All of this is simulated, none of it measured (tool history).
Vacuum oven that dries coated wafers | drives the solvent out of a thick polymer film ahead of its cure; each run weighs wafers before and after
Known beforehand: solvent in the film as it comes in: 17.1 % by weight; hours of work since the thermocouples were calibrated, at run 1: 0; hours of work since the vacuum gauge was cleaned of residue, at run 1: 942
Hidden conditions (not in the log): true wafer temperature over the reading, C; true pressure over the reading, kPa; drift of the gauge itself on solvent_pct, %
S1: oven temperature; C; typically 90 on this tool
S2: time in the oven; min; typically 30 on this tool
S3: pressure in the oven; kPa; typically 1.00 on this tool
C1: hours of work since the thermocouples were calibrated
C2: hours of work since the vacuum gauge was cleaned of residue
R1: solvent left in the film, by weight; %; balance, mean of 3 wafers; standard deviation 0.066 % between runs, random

run	day	S1	S2	S3	C1	C2	R1
1	0.000	90	30	1.00	0	942	4.52
2	1.600	90	30	1.00	25	967	4.39
3	4.125	90	30	1.00	65	1006	4.49
4	6.004	90	30	1.00	94	1036	4.45
5	8.692	90	30	1.00	137	1078	4.50
# day 8.925: oven's thermocouples calibrated
6	10.721	90	29	1.00	28	1109	4.76
7	12.358	90	29	1.00	54	1135	4.88
8	13.779	90	29	1.00	76	1157	4.71
9	15.979	90	30	1.00	111	1191	4.63
10	17.488	80	28	1.00	135	1215	7.86
11	19.546	88	28	3.95	167	1247	7.42

The next listed run, before its measurement:
12	22.354	88	28	3.95	211	1292	?

Logged for run 12: R1 7.43 %.
Take away the tool's hidden state, keep the run-to-run variation as it was, and the same run would have given R1 6.94 %.

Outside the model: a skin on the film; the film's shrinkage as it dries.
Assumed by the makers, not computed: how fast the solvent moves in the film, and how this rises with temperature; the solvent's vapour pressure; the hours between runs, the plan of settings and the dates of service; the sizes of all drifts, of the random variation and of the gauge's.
